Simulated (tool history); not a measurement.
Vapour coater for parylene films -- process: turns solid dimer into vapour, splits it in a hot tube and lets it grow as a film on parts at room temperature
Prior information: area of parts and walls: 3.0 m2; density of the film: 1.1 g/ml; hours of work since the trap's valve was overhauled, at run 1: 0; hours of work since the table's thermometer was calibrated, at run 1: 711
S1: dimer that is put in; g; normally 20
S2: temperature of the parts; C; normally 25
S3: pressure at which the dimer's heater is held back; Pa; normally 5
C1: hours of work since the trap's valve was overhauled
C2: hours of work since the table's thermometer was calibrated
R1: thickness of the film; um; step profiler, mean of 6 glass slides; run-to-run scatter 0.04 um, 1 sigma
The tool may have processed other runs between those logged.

run 1 hour=0 | S1=20 S2=25 S3=5 | C1=0 C2=711 | R1=4.28
run 2 hour=61.1 | S1=22 S2=25 S3=5 | C1=43 C2=754 | R1=4.54
run 3 hour=141 | S1=20 S2=25 S3=5 | C1=100 C2=811 | R1=3.99
run 4 hour=217.5 | S1=20 S2=25 S3=5 | C1=154 C2=865 | R1=3.86
run 5 hour=284.4 | S1=20 S2=25 S3=5 | C1=202 C2=913 | R1=3.79
run 6 hour=319.7 | S1=20 S2=25 S3=5 | C1=227 C2=938 | R1=3.8
run 7 hour=389.5 | S1=20 S2=25 S3=5 | C1=277 C2=988 | R1=3.7
run 8 hour=455.8 | S1=20 S2=25 S3=5 | C1=324 C2=1035 | R1=3.65
-- hour=481.3 trap's valve overhauled
run 9 hour=522.4 | S1=20 S2=25 S3=5 | C1=29 C2=1079 | R1=4.12
run 10 hour=565.9 | S1=20 S2=25 S3=5 | C1=60 C2=1110 | R1=4.03
run 11 hour=619.6 | S1=23 S2=25 S3=5 | C1=98 C2=1148 | R1=4.6
-- hour=627.9 table's thermometer calibrated
run 12 hour=671.5 | S1=23 S2=25 S3=5 | C1=134 C2=31 | R1=4.73
run 13 hour=744.2 | S1=10 S2=25 S3=5 | C1=186 C2=83 | R1=1.98
run 14 hour=787 | S1=10 S2=25 S3=5 | C1=216 C2=113 | R1=1.93
run 15 hour=860.3 | S1=20 S2=25 S3=5 | C1=268 C2=165 | R1=3.85
run 16 hour=904.5 | S1=20 S2=25 S3=5 | C1=300 C2=196 | R1=3.81
run 17 hour=948.8 | S1=20 S2=25 S3=5 | C1=331 C2=228 | R1=3.73
-- hour=961.7 trap's valve overhauled
run 18 hour=993.6 | S1=20 S2=25 S3=4.57 | C1=23 C2=257 | R1=4.25
run 19 hour=1028.2 | S1=20 S2=25 S3=4.57 | C1=47 C2=281 | R1=4.2
run 20 hour=1081.1 | S1=20 S2=25 S3=4.57 | C1=85 C2=319 | R1=4.22
run 21 hour=1150.2 | S1=20 S2=25 S3=4.57 | C1=134 C2=368 | R1=4.13
run 22 hour=1191.8 | S1=20 S2=25 S3=3.29 | C1=163 C2=397 | R1=4.21
run 23 hour=1235.3 | S1=33 S2=25 S3=3.29 | C1=194 C2=428 | R1=6.87
run 24 hour=1313.2 | S1=20 S2=29 S3=3.49 | C1=250 C2=484 | R1=3.31
run 25 hour=1363 | S1=20 S2=25 S3=2.84 | C1=285 C2=519 | R1=4.05
run 26 hour=1411 | S1=20 S2=25 S3=3.77 | C1=319 C2=553 | R1=3.86
-- hour=1440.4 trap's valve overhauled
run 27 hour=1480.8 | S1=17 S2=24 S3=3.54 | C1=29 C2=600 | R1=3.95
run 28 hour=1564.6 | S1=17 S2=24 S3=3.54 | C1=88 C2=659 | R1=3.75
run 29 hour=1618.8 | S1=20 S2=26 S3=10.12 | C1=127 C2=698 | R1=3.47
run 30 hour=1674 | S1=20 S2=28 S3=10.12 | C1=166 C2=737 | R1=3.04
run 31 hour=1740.2 | S1=20 S2=19 S3=9.56 | C1=213 C2=784 | R1=4.71
run 32 hour=1810.3 | S1=13 S2=20 S3=7.97 | C1=263 C2=834 | R1=2.92
run 33 hour=1888.3 | S1=20 S2=25 S3=2.73 | C1=318 C2=889 | R1=3.93
-- hour=1921 trap's valve overhauled
run 34 hour=1969.3 | S1=20 S2=25 S3=2.73 | C1=34 C2=944 | R1=4.35
run 35 hour=2031.9 | S1=26 S2=18 S3=3.92 | C1=79 C2=988 | R1=7.41
run 36 hour=2108.8 | S1=20 S2=18 S3=5.44 | C1=133 C2=1043 | R1=5.39
run 37 hour=2188.4 | S1=10 S2=27 S3=3.16 | C1=190 C2=1099 | R1=1.8
run 38 hour=2247.5 | S1=16 S2=25 S3=5 | C1=232 C2=1141 | R1=3.01
-- hour=2260.3 table's thermometer calibrated
run 39 hour=2318.8 | S1=16 S2=25 S3=5 | C1=282 C2=42 | R1=3.08
run 40 hour=2379.8 | S1=16 S2=25 S3=5 | C1=325 C2=85 | R1=3.09
-- hour=2405.3 trap's valve overhauled
run 41 hour=2454.7 | S1=16 S2=25 S3=5 | C1=35 C2=135 | R1=3.37
run 42 hour=2519.5 | S1=16 S2=23 S3=5.15 | C1=81 C2=181 | R1=3.69
run 43 hour=2554.5 | S1=13 S2=23 S3=3.11 | C1=106 C2=206 | R1=3.15
run 44 hour=2609.9 | S1=9 S2=28 S3=5 | C1=145 C2=245 | R1=1.62
run 45 hour=2684.1 | S1=9 S2=33 S3=2.19 | C1=198 C2=298 | R1=1.36
run 46 hour=2740.8 | S1=9 S2=33 S3=2.19 | C1=238 C2=338 | R1=1.31

Selected run-to-run steps in R1, each split into two signed amounts: the part the tool would show with no hidden state at all (from settings, incoming material and random variation), and the remainder, which goes to the hidden state together with any gauge scatter not common to the measured and the hidden-state-free results:
Unlogged tool condition in this case: vapour lost through the trap's worn valve, %; true temperature of the parts over the reading, C; drift of the gauge itself on film_um, %.
Run 17 -> 18: S3 5 -> 4.57, trap's valve overhauled. R1 +0.52 um: hidden state +0.51, all else +0.01.
Run 23 -> 24: S1 33 -> 20, S2 25 -> 29, S3 3.29 -> 3.49. R1 -3.56 um: hidden state +0.27, all else -3.83.
Run 26 -> 27: S1 20 -> 17, S2 25 -> 24, S3 3.77 -> 3.54, trap's valve overhauled. R1 +0.09 um: hidden state +0.5, all else -0.41.
Run 33 -> 34: trap's valve overhauled. R1 +0.42 um: hidden state +0.49, all else -0.07.
Run 34 -> 35: S1 20 -> 26, S2 25 -> 18, S3 2.73 -> 3.92. R1 +3.06 um: hidden state +0.03, all else +3.03.
Run 36 -> 37: S1 20 -> 10, S2 18 -> 27, S3 5.44 -> 3.16. R1 -3.59 um: hidden state +0.26, all else -3.85.

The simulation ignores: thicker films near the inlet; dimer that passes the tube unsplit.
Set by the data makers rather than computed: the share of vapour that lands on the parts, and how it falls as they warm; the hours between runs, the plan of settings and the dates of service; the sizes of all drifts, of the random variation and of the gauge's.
